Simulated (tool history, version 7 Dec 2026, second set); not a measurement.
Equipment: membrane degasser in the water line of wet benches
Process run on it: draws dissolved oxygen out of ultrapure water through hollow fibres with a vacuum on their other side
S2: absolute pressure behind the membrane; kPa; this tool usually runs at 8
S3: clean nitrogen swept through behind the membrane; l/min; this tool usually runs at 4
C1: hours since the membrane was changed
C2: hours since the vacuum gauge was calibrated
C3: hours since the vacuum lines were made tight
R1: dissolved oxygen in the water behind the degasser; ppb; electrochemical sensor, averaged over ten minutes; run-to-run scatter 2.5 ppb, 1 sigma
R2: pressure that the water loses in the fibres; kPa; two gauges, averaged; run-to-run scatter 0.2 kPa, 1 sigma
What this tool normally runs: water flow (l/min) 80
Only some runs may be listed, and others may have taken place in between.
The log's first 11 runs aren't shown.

{"run": 12, "hour": 940.8, "water flow (l/min)": 80, "S2": 8, "S3": 4, "C1": 3913, "C2": 4178, "C3": 4471, "R1": 266.2, "R2": 45.69}
{"run": 13, "hour": 1011.4, "water flow (l/min)": 80, "S2": 8, "S3": 4, "C1": 3983, "C2": 4248, "C3": 4542, "R1": 266.5, "R2": 45.66}
{"run": 14, "hour": 1058.7, "water flow (l/min)": 80, "S2": 8, "S3": 4, "C1": 4031, "C2": 4296, "C3": 4589, "R1": 259.8, "R2": 45.92}
{"run": 15, "hour": 1108.5, "water flow (l/min)": 80, "S2": 8, "S3": 4, "C1": 4080, "C2": 4345, "C3": 4639, "R1": 267.5, "R2": 45.46}
{"run": 16, "hour": 1170.5, "water flow (l/min)": 80, "S2": 12.02, "S3": 5.31, "C1": 4142, "C2": 4407, "C3": 4701, "R1": 348.1, "R2": 45.5}
{"hour": 1181.1, "done": "vacuum gauge calibrated"}
{"run": 17, "hour": 1226.0, "water flow (l/min)": 80, "S2": 12.02, "S3": 5.31, "C1": 4197, "C2": 45, "C3": 4756, "R1": 354.5, "R2": 45.53}
{"run": 18, "hour": 1331.0, "water flow (l/min)": 80, "S2": 11.28, "S3": 8.62, "C1": 4302, "C2": 150, "C3": 4861, "R1": 230.5, "R2": 45.7}
{"run": 19, "hour": 1377.9, "water flow (l/min)": 80, "S2": 11.28, "S3": 8.62, "C1": 4349, "C2": 197, "C3": 4908, "R1": 230.5, "R2": 45.65}
{"run": 20, "hour": 1458.0, "water flow (l/min)": 109, "S2": 16.41, "S3": 2.1, "C1": 4429, "C2": 277, "C3": 4988, "R1": 1293, "R2": 61.84}
{"hour": 1466.7, "done": "vacuum gauge calibrated, once more"}
{"run": 21, "hour": 1550.8, "water flow (l/min)": 65, "S2": 8, "S3": 5.77, "C1": 4522, "C2": 84, "C3": 5080, "R1": 143.9, "R2": 37.1}
{"run": 22, "hour": 1653.8, "water flow (l/min)": 65, "S2": 8, "S3": 5.77, "C1": 4625, "C2": 187, "C3": 5183, "R1": 140.4, "R2": 37.13}
{"run": 23, "hour": 1749.1, "water flow (l/min)": 73, "S2": 5.16, "S3": 7.85, "C1": 4720, "C2": 282, "C3": 5278, "R1": 73.4, "R2": 41.78}
{"run": 24, "hour": 1833.6, "water flow (l/min)": 73, "S2": 5.16, "S3": 7.85, "C1": 4804, "C2": 367, "C3": 5363, "R1": 73.8, "R2": 41.76}
{"run": 25, "hour": 1934.8, "water flow (l/min)": 73, "S2": 5.16, "S3": 7.85, "C1": 4906, "C2": 468, "C3": 5464, "R1": 75.9, "R2": 41.64}
{"run": 26, "hour": 1987.8, "water flow (l/min)": 73, "S2": 5.16, "S3": 7.85, "C1": 4959, "C2": 521, "C3": 5517, "R1": 74.7, "R2": 41.63}
{"run": 27, "hour": 2076.9, "water flow (l/min)": 73, "S2": 5.16, "S3": 7.85, "C1": 5048, "C2": 610, "C3": 5606, "R1": 75.1, "R2": 41.65}
{"run": 28, "hour": 2175.0, "water flow (l/min)": 52, "S2": 11.93, "S3": 6.72, "C1": 5146, "C2": 708, "C3": 5704, "R1": 164.7, "R2": 29.65}
{"run": 29, "hour": 2280.6, "water flow (l/min)": 60, "S2": 6.81, "S3": 5.92, "C1": 5251, "C2": 814, "C3": 5810, "R1": 99.4, "R2": 34.44}
{"run": 30, "hour": 2374.0, "water flow (l/min)": 60, "S2": 6.81, "S3": 5.92, "C1": 5345, "C2": 907, "C3": 5903, "R1": 95.2, "R2": 34.51}

3 options for the next run, each taken on its own from the tool as it stands now. Forecast them:
{"run": "A", "hour": 2455.3, "water flow (l/min)": 52, "S2": 13.79, "S3": 5.18, "C1": 5426, "C2": 989, "C3": 5985, "R1": "?", "R2": "?"}
{"run": "B", "hour": 2455.3, "water flow (l/min)": 53, "S2": 5.77, "S3": 11.21, "C1": 5426, "C2": 989, "C3": 5985, "R1": "?", "R2": "?"}
{"run": "C", "hour": 2455.3, "water flow (l/min)": 62, "S2": 6.81, "S3": 5.92, "C1": 5426, "C2": 989, "C3": 5985, "R1": "?", "R2": "?"}

run=A R1=248.2 R2=29.68
run=B R1=36 R2=30.45
run=C R1=103.9 R2=35.56
With no hidden state in the tool, these same runs would have given:
run=A R1=245.2 R2=29.17
run=B R1=34.6 R2=29.93
run=C R1=100.7 R2=34.95
